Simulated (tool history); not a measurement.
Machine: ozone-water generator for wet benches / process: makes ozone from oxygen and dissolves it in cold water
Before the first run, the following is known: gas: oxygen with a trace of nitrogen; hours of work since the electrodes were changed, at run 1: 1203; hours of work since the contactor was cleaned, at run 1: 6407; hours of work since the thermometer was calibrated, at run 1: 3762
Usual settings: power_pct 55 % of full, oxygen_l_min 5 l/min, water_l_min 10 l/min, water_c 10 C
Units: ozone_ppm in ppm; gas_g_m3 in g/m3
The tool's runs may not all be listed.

run	hour	power_pct	oxygen_l_min	water_l_min	water_c	hours of work since the electrodes were changed	hours of work since the contactor was cleaned	hours of work since the thermometer was calibrated	ozone_ppm	gas_g_m3
1	0	55	5	10	10	1203	6407	3762	32	190.4
2	119.2	55	5	15	10	1286	6490	3846	22.3	188.9
3	214.9	55	5	15	10	1353	6557	3912	22.3	189.4
4	308.9	55	5	10	10	1419	6623	3978	32.1	188.7
5	426.4	55	5	10	10	1501	6705	4060	32.3	188.6
6	494.3	55	5	10	10	1548	6752	4107	32.4	188
7	567.3	55	5	10	10	1599	6803	4158	32.1	190.3
8	620.7	58	6.35	10	10	1637	6841	4196	33.2	179.5
9	730.3	55	5	11	9	1713	6917	4272	29.9	190.5
10	793.6	55	2.76	7	13	1757	6961	4316	38.6	239.5
11	847.6	87	5	10	10	1795	6999	4354	42.3	254
12	944.1	95	5	10	9	1862	7066	4422	45.7	266.5
13	1013.5	95	5	10	9	1911	7115	4470	45.5	267
14	1100.4	95	5	10	9	1971	7175	4531	46.5	266.2

5 options for the next run, each taken on its own from the tool as it stands now. Forecast them:
A	1156	82	3.81	10	7	2010	7214	4569	?	?
B	1156	55	4.05	10	10	2010	7214	4569	?	?
C	1156	86	4	10	13	2010	7214	4569	?	?
D	1156	55	8.41	10	7	2010	7214	4569	?	?
E	1156	95	5	10	8	2010	7214	4569	?	?

run	ozone_ppm	gas_g_m3
A	42.1	271.9
B	31.6	205.2
C	39.8	274.3
D	34	154.2
E	46.3	268.6
What these runs would have given with no unlogged condition in the tool:
run	ozone_ppm	gas_g_m3
A	42.2	272.1
B	31.6	205.3
C	39.9	274.4
D	34.1	154.3
E	46.3	268.8

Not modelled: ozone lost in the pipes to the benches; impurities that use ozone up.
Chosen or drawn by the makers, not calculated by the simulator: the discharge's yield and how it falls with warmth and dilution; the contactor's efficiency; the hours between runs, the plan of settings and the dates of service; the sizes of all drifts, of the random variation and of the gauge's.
